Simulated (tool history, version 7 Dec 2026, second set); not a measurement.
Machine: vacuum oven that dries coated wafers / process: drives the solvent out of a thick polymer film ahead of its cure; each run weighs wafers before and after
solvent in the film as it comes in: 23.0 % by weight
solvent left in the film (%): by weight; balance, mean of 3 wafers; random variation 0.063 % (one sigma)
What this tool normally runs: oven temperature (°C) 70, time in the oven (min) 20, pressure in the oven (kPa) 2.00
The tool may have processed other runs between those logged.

| run | day | oven temperature (°C) | time in the oven (min) | pressure in the oven (kPa) | solvent left in the film (%) |
|---|---|---|---|---|---|
| 1 | 0.000 | 70 | 20 | 2.00 | 4.08 |
| 2 | 2.650 | 70 | 20 | 2.00 | 4.01 |
| 3 | 4.946 | 68 | 20 | 2.00 | 5.08 |
| 4 | 8.188 | 68 | 20 | 5.90 | 6.58 |
|  | 10.312 | vacuum gauge cleaned of residue and calibrated |
| 5 | 10.475 | 68 | 20 | 5.90 | 6.46 |
| 6 | 13.133 | 68 | 20 | 5.90 | 6.58 |
| 7 | 16.038 | 68 | 20 | 5.90 | 6.43 |
| 8 | 17.842 | 68 | 22 | 5.90 | 6.03 |
| 9 | 20.850 | 68 | 22 | 5.90 | 6.14 |
| 10 | 22.908 | 70 | 20 | 2.00 | 4.11 |
| 11 | 24.567 | 70 | 20 | 2.00 | 4.11 |
|  | 25.483 | oven's thermocouples calibrated |
| 12 | 27.704 | 70 | 20 | 2.00 | 4.10 |
| 13 | 29.692 | 70 | 20 | 2.00 | 4.02 |
| 14 | 31.533 | 70 | 20 | 2.00 | 4.06 |
| 15 | 33.083 | 70 | 20 | 2.00 | 3.98 |
| 16 | 35.696 | 70 | 11 | 2.00 | 7.69 |
| 17 | 37.221 | 70 | 20 | 1.24 | 3.75 |
| 18 | 39.154 | 70 | 20 | 1.24 | 3.79 |
| 19 | 40.550 | 70 | 20 | 1.24 | 3.79 |
| 20 | 43.267 | 70 | 20 | 2.00 | 4.02 |
| 21 | 46.117 | 70 | 20 | 2.00 | 4.05 |
| 22 | 48.954 | 70 | 20 | 2.00 | 4.08 |
| 23 | 51.400 | 70 | 20 | 2.00 | 3.99 |
| 24 | 53.738 | 70 | 20 | 1.51 | 3.93 |
| 25 | 56.117 | 66 | 22 | 1.51 | 5.31 |
| 26 | 58.962 | 82 | 20 | 1.35 | 0.58 |
| 27 | 60.404 | 82 | 20 | 1.35 | 0.53 |
| 28 | 63.517 | 76 | 20 | 1.35 | 1.72 |
| 29 | 66.238 | 76 | 20 | 1.35 | 1.60 |
| 30 | 68.812 | 73 | 20 | 1.10 | 2.43 |
| 31 | 72.112 | 73 | 20 | 1.10 | 2.57 |
| 32 | 73.812 | 60 | 13 | 5.77 | 13.19 |
| 33 | 76.329 | 80 | 13 | 2.01 | 2.13 |
| 34 | 79.512 | 61 | 35 | 1.24 | 4.91 |
| 35 | 81.279 | 61 | 35 | 1.24 | 5.06 |
|  | 82.412 | oven's thermocouples calibrated |
| 36 | 82.983 | 66 | 35 | 6.48 | 4.98 |
| 37 | 85.783 | 58 | 14 | 2.57 | 12.57 |
| 38 | 88.729 | 58 | 14 | 2.57 | 12.73 |
| 39 | 91.129 | 58 | 14 | 2.57 | 12.68 |
| 40 | 94.204 | 58 | 14 | 2.57 | 12.99 |
| 41 | 96.875 | 72 | 22 | 1.03 | 2.43 |
| 42 | 99.312 | 72 | 22 | 1.03 | 2.45 |
| 43 | 101.758 | 84 | 22 | 1.03 | 0.29 |
| 44 | 103.542 | 70 | 14 | 1.45 | 5.93 |
| 45 | 104.983 | 70 | 14 | 1.45 | 6.04 |
| 46 | 106.675 | 70 | 20 | 6.20 | 5.59 |
| 47 | 108.567 | 70 | 20 | 6.20 | 5.57 |

What if the next run were any one of these 4? Each begins from the tool's condition after run 47:
| A | 111.779 | 71 | 27 | 1.23 | ? |
| B | 111.779 | 61 | 20 | 7.32 | ? |
| C | 111.779 | 70 | 20 | 1.14 | ? |
| D | 111.779 | 61 | 16 | 1.14 | ? |

| run | solvent left in the film (%) |
|---|---|
| A | 1.87 |
| B | 11.25 |
| C | 3.68 |
| D | 10.05 |
Had the tool no hidden state, the same runs would have come out as:
| run | solvent left in the film (%) |
|---|---|
| A | 1.85 |
| B | 11.22 |
| C | 3.66 |
| D | 10.03 |

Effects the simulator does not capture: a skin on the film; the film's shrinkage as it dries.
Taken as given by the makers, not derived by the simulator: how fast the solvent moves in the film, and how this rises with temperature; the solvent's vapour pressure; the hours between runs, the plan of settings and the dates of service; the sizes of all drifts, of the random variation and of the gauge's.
